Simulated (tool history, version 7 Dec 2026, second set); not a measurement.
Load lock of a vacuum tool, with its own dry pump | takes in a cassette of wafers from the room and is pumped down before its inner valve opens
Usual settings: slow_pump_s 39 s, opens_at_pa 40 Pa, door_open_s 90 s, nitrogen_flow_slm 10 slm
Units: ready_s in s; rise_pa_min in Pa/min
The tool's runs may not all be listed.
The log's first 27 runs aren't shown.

run,hour,slow_pump_s,opens_at_pa,door_open_s,nitrogen_flow_slm,"incoming humidity of the room's air, %",ready_s,rise_pa_min
28,3425.6,39,31,90,9,43.6,86.8,0.193
29,3555.4,39,31,90,9,41.5,85.7,0.195
30,3695.7,23,40,136,10,46.8,73.3,0.211
31,3845.5,23,40,136,7,42.9,73.4,0.211
32,3986.0,23,40,136,7,46.7,73.6,0.224
33,4130.9,39,40,90,7,47.0,83.4,0.218
34,4285.9,39,40,90,7,46.9,84.9,0.218
35,4375.3,44,40,90,22,40.2,87.6,0.196
36,4447.3,37,40,30,10,42.7,83.6,0.195
37,4562.1,37,40,190,5,45.2,82.8,0.247

4 ways to go on from here, each from the tool as it stands after run 37. What would each give?
A,4648.3,37,40,92,5,44.7,?,?
B,4648.3,37,41,190,30,45.6,?,?
C,4648.3,39,77,90,10,45.9,?,?
D,4648.3,28,40,233,42,45.0,?,?

run,ready_s,rise_pa_min
A,83.1,0.221
B,83.0,0.203
C,79.7,0.219
D,77.5,0.201
Without the tool's hidden state the same runs would have given:
run,ready_s,rise_pa_min
A,77.6,0.050
B,77.7,0.033
C,75.0,0.044
D,71.7,0.031
